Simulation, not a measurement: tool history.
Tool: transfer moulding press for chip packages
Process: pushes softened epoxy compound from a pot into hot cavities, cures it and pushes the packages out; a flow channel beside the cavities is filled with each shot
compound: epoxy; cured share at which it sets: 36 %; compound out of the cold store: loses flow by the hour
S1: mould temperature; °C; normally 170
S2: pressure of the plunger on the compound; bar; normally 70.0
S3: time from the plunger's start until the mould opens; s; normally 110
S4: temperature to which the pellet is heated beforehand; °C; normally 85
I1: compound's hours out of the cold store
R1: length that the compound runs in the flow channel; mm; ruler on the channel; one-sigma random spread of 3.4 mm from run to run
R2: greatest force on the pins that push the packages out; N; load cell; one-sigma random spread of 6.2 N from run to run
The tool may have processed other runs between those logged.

{"run": 1, "day": 0.0, "S1": 170, "S2": 70.0, "S3": 110, "S4": 85, "I1": 33.0, "R1": 653, "R2": 329}
{"day": 0.375, "done": "cavities cleaned with cleaning compound and waxed"}
{"run": 2, "day": 0.771, "S1": 170, "S2": 70.0, "S3": 110, "S4": 85, "I1": 39.6, "R1": 628, "R2": 248}
{"day": 1.088, "done": "plunger's sealing rings changed"}
{"run": 3, "day": 1.608, "S1": 170, "S2": 70.0, "S3": 110, "S4": 76, "I1": 27.3, "R1": 704, "R2": 293}
{"run": 4, "day": 2.242, "S1": 170, "S2": 70.0, "S3": 110, "S4": 85, "I1": 14.6, "R1": 747, "R2": 304}
{"run": 5, "day": 2.967, "S1": 170, "S2": 70.0, "S3": 110, "S4": 85, "I1": 46.7, "R1": 633, "R2": 328}
{"day": 3.154, "done": "cavities cleaned with cleaning compound and waxed"}
{"run": 6, "day": 3.65, "S1": 170, "S2": 70.0, "S3": 110, "S4": 85, "I1": 12.6, "R1": 745, "R2": 286}
{"run": 7, "day": 4.3, "S1": 176, "S2": 70.0, "S3": 110, "S4": 85, "I1": 41.9, "R1": 619, "R2": 266}
{"run": 8, "day": 5.25, "S1": 176, "S2": 70.0, "S3": 110, "S4": 85, "I1": 32.3, "R1": 644, "R2": 301}
{"day": 5.833, "done": "cavities cleaned with cleaning compound and waxed"}
{"run": 9, "day": 5.929, "S1": 176, "S2": 70.0, "S3": 110, "S4": 85, "I1": 25.3, "R1": 678, "R2": 230}
{"run": 10, "day": 6.9, "S1": 176, "S2": 70.0, "S3": 110, "S4": 85, "I1": 43.9, "R1": 610, "R2": 277}
{"run": 11, "day": 7.804, "S1": 170, "S2": 70.0, "S3": 110, "S4": 76, "I1": 32.9, "R1": 667, "R2": 332}
{"run": 12, "day": 8.329, "S1": 170, "S2": 70.0, "S3": 110, "S4": 76, "I1": 22.8, "R1": 698, "R2": 343}
{"day": 8.562, "done": "cavities cleaned with cleaning compound and waxed"}
{"run": 13, "day": 8.958, "S1": 170, "S2": 70.0, "S3": 110, "S4": 84, "I1": 10.4, "R1": 736, "R2": 266}
{"run": 14, "day": 9.804, "S1": 170, "S2": 70.0, "S3": 100, "S4": 76, "I1": 8.4, "R1": 740, "R2": 344}
{"run": 15, "day": 10.767, "S1": 170, "S2": 70.0, "S3": 113, "S4": 87, "I1": 36.0, "R1": 636, "R2": 315}
{"day": 11.279, "done": "plunger's sealing rings changed"}
{"day": 11.342, "done": "cavities cleaned with cleaning compound and waxed"}
{"run": 16, "day": 11.475, "S1": 170, "S2": 70.0, "S3": 110, "S4": 90, "I1": 9.1, "R1": 768, "R2": 253}
{"run": 17, "day": 11.879, "S1": 178, "S2": 58.6, "S3": 144, "S4": 77, "I1": 37.9, "R1": 575, "R2": 245}
{"run": 18, "day": 12.825, "S1": 178, "S2": 58.6, "S3": 144, "S4": 77, "I1": 21.1, "R1": 623, "R2": 287}
{"run": 19, "day": 13.767, "S1": 170, "S2": 70.0, "S3": 110, "S4": 95, "I1": 14.5, "R1": 739, "R2": 323}
{"day": 14.05, "done": "cavities cleaned with cleaning compound and waxed"}
{"run": 20, "day": 14.308, "S1": 170, "S2": 75.9, "S3": 116, "S4": 95, "I1": 14.5, "R1": 771, "R2": 251}
{"run": 21, "day": 15.108, "S1": 170, "S2": 56.1, "S3": 110, "S4": 78, "I1": 41.9, "R1": 576, "R2": 301}
{"run": 22, "day": 15.775, "S1": 170, "S2": 81.9, "S3": 134, "S4": 95, "I1": 9.6, "R1": 807, "R2": 298}
{"run": 23, "day": 16.458, "S1": 170, "S2": 81.9, "S3": 134, "S4": 95, "I1": 44.7, "R1": 680, "R2": 306}
{"day": 16.746, "done": "cavities cleaned with cleaning compound and waxed"}
{"day": 16.9, "done": "mould's thermocouples calibrated"}
{"run": 24, "day": 17.271, "S1": 170, "S2": 81.9, "S3": 134, "S4": 95, "I1": 9.5, "R1": 802, "R2": 249}
{"run": 25, "day": 18.204, "S1": 164, "S2": 81.9, "S3": 134, "S4": 95, "I1": 44.7, "R1": 700, "R2": 296}
{"run": 26, "day": 18.971, "S1": 170, "S2": 53.4, "S3": 90, "S4": 83, "I1": 14.5, "R1": 633, "R2": 443}

Branching from run 26: 4 alternative next runs. What would each branch give?
{"day": 19.538, "done": "cavities cleaned with cleaning compound and waxed"}
{"run": "A", "day": 20.025, "S1": 174, "S2": 53.4, "S3": 115, "S4": 92, "I1": 20.5, "R1": "?", "R2": "?"}
{"day": 19.538, "done": "cavities cleaned with cleaning compound and waxed"}
{"run": "B", "day": 20.025, "S1": 170, "S2": 83.4, "S3": 113, "S4": 83, "I1": 25.2, "R1": "?", "R2": "?"}
{"day": 19.538, "done": "cavities cleaned with cleaning compound and waxed"}
{"run": "C", "day": 20.025, "S1": 170, "S2": 53.4, "S3": 90, "S4": 83, "I1": 18.5, "R1": "?", "R2": "?"}
{"day": 19.538, "done": "cavities cleaned with cleaning compound and waxed"}
{"run": "D", "day": 20.025, "S1": 170, "S2": 53.4, "S3": 147, "S4": 83, "I1": 35.3, "R1": "?", "R2": "?"}

run=A R1=592 R2=241
run=B R1=741 R2=258
run=C R1=612 R2=326
run=D R1=568 R2=239
Without the tool's hidden state the same runs would have given:
run=A R1=622 R2=217
run=B R1=779 R2=232
run=C R1=643 R2=295
run=D R1=597 R2=214

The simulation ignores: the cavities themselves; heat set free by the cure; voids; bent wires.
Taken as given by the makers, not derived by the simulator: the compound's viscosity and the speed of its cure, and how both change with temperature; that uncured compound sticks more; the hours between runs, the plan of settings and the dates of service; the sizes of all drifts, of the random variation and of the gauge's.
